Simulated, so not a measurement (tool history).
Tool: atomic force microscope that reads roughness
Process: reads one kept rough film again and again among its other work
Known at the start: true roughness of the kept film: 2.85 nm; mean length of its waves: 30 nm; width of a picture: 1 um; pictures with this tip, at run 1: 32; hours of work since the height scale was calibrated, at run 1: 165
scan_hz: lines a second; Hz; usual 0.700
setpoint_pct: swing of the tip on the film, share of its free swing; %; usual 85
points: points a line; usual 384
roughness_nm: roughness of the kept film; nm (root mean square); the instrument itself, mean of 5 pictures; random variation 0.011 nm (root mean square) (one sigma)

run,day,scan_hz,setpoint_pct,points,pictures with this tip,hours of work since the height scale was calibrated,roughness_nm
1,0.000,0.700,85,384,32,165,2.202
2,0.575,0.700,85,384,42,171,2.101
3,1.058,0.700,85,384,51,177,2.033
4,1.488,0.700,56,384,59,182,2.028
# day 1.646: new tip fitted
5,1.946,0.700,56,384,5,187,2.492
6,2.288,0.700,85,384,11,191,2.348
7,2.758,3.032,61,384,20,197,2.282
8,3.488,3.032,61,384,33,206,2.178
9,3.958,2.367,85,808,42,211,1.939
10,4.392,0.977,59,760,49,216,2.095
11,4.688,0.920,59,966,55,220,2.032

5 ways to go on from here, each from the tool as it stands after run 11. What would each give?
# day 5.104: new tip fitted
A,5.212,0.760,81,738,2,226,?
# day 5.104: new tip fitted
B,5.212,1.063,60,549,2,226,?
# day 5.104: new tip fitted
C,5.212,0.725,59,843,2,226,?
# day 5.104: new tip fitted
D,5.212,0.920,87,350,2,226,?
# day 5.104: new tip fitted
E,5.212,0.700,81,384,2,226,?

run,roughness_nm
A,2.496
B,2.554
C,2.561
D,2.466
E,2.480
Without the tool's hidden state the same runs would have given:
run,roughness_nm
A,2.531
B,2.590
C,2.596
D,2.500
E,2.514
